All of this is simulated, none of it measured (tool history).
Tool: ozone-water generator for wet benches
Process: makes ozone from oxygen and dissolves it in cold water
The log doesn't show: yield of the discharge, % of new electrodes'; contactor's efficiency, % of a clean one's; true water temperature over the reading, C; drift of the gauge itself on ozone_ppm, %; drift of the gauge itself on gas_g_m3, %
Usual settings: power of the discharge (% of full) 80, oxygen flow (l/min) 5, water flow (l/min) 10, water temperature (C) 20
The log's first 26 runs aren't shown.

run    hour  power of the discharge (% of full)  oxygen flow (l/min)  water flow (l/min)  water temperature (C)  hours of work since the electrodes were changed  hours of work since the contactor was cleaned  hours of work since the thermometer was calibrated  dissolved ozone (ppm)  ozone in the gas ahead of the water (g/m3)
 27  1912.7                                  80                 2.53                  13                     28                                             5005                                           3588                                                3796                   22.7                                       330.2
 28  1979.6                                  46                 2.93                   9                     20                                             5069                                           3653                                                3860                   24.2                                       206.9
 29  2025.6                                  76                 3.64                  11                     15                                             5113                                           3697                                                3904                   32.6                                       275.5
     2069.9  -- contactor cleaned
 30  2078.3                                  76                 3.64                  11                     15                                             5160                                              8                                                3951                   34.2                                         276
 31    2145                                  80                    5                  14                     20                                             5224                                             72                                                4015                   27.7                                         252
 32    2227                                  41                 2.51                   8                     12                                             5302                                            151                                                4094                   28.1                                       199.9
 33  2268.1                                  80                    5                  11                     15                                             5342                                            190                                                4133                   37.1                                         250
 34  2315.7                                  80                 2.69                  13                     20                                             5388                                            236                                                4179                   26.8                                         317

Forecast each of these 3 alternatives for the next run:
  A  2386.2                                  80                 2.69                  13                     24                                             5455                                            304                                                4247                      ?                                           ?
  B  2386.2                                  80                 2.69                   6                     18                                             5455                                            304                                                4247                      ?                                           ?
  C  2386.2                                  80                 2.69                   7                     20                                             5455                                            304                                                4247                      ?                                           ?

run  dissolved ozone (ppm)  ozone in the gas ahead of the water (g/m3)
  A                   25.2                                       317.3
  B                   52.2                                         322
  C                   45.5                                       315.3
Without the tool's hidden state the same runs would have given:
run  dissolved ozone (ppm)  ozone in the gas ahead of the water (g/m3)
  A                   30.3                                       378.5
  B                   62.6                                       384.1
  C                   54.6                                       376.2
